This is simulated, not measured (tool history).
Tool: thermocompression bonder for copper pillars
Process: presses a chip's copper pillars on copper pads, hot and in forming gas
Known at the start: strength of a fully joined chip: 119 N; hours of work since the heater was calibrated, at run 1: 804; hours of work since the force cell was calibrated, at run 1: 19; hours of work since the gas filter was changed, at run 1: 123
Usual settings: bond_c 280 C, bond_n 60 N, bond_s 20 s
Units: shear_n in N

run,day,bond_c,bond_n,bond_s,hours of work since the heater was calibrated,hours of work since the force cell was calibrated,hours of work since the gas filter was changed,shear_n
1,0.000,280,60,20,804,19,123,59.9
2,1.288,280,60,20,821,37,140,59.8
3,4.000,280,60,20,859,74,178,59.9
4,5.692,280,60,20,882,97,201,59.3
5,7.108,280,72,20,901,117,220,68.3
6,9.138,280,76,20,929,145,248,70.6
7,11.279,280,60,20,959,174,278,58.6
8,12.458,280,74,20,975,190,294,69.1
9,13.900,280,60,44,995,210,314,74.5
# day 14.696: forming gas filter changed
10,16.446,280,60,44,1029,245,24,79.2
11,19.242,280,60,44,1068,283,62,78.9
12,20.946,280,60,20,1091,307,86,61.5
# day 21.817: heater calibrated with a thermocouple chip
13,23.258,280,60,20,20,337,116,63.5
14,25.071,280,60,17,45,362,141,60.0
15,27.662,280,60,13,80,398,177,54.1
16,29.417,280,60,13,104,422,201,54.6
17,32.108,280,47,13,141,459,238,43.7
18,33.854,280,47,13,165,483,262,43.5
19,35.829,280,85,13,192,510,289,70.0
# day 36.138: heater calibrated with a thermocouple chip, once more
# day 38.412: forming gas filter changed
20,38.517,280,60,20,32,545,1,55.3
21,39.692,280,60,20,49,561,18,55.0
22,41.554,295,53,52,74,587,43,80.7
23,43.425,295,53,52,100,613,69,80.6
24,45.350,295,53,52,126,639,95,80.5
25,47.388,280,64,18,154,667,123,55.2
26,50.004,280,64,18,190,703,159,55.0
27,52.067,280,64,18,218,731,187,55.2
28,53.571,271,42,20,239,752,208,33.9
29,55.371,269,37,36,264,777,233,36.5
30,56.854,271,54,15,284,797,253,38.3
31,58.450,271,64,32,306,819,275,59.1
32,59.800,263,60,33,325,838,294,50.2
33,60.933,280,60,20,340,853,309,53.2
# day 61.829: forming gas filter changed
34,62.875,302,39,18,367,880,14,50.0
35,65.442,302,71,18,402,915,50,79.3
36,67.296,302,71,18,427,940,75,78.8
37,69.838,294,60,16,462,975,110,61.4
38,72.542,294,60,49,499,1012,147,84.2
39,75.175,294,73,49,536,1048,183,93.2
40,76.788,302,63,13,558,1071,205,64.8

4 ways to go on from here, each from the tool as it stands after run 40. What would each give?
A,78.833,270,41,13,586,1099,234,?
B,78.833,255,72,13,586,1099,234,?
C,78.833,279,45,18,586,1099,234,?
D,78.833,264,73,38,586,1099,234,?

run,shear_n
A,27.6
B,37.5
C,40.1
D,64.8
Without the tool's hidden state the same runs would have given:
run,shear_n
A,28.8
B,39.1
C,42.0
D,67.7
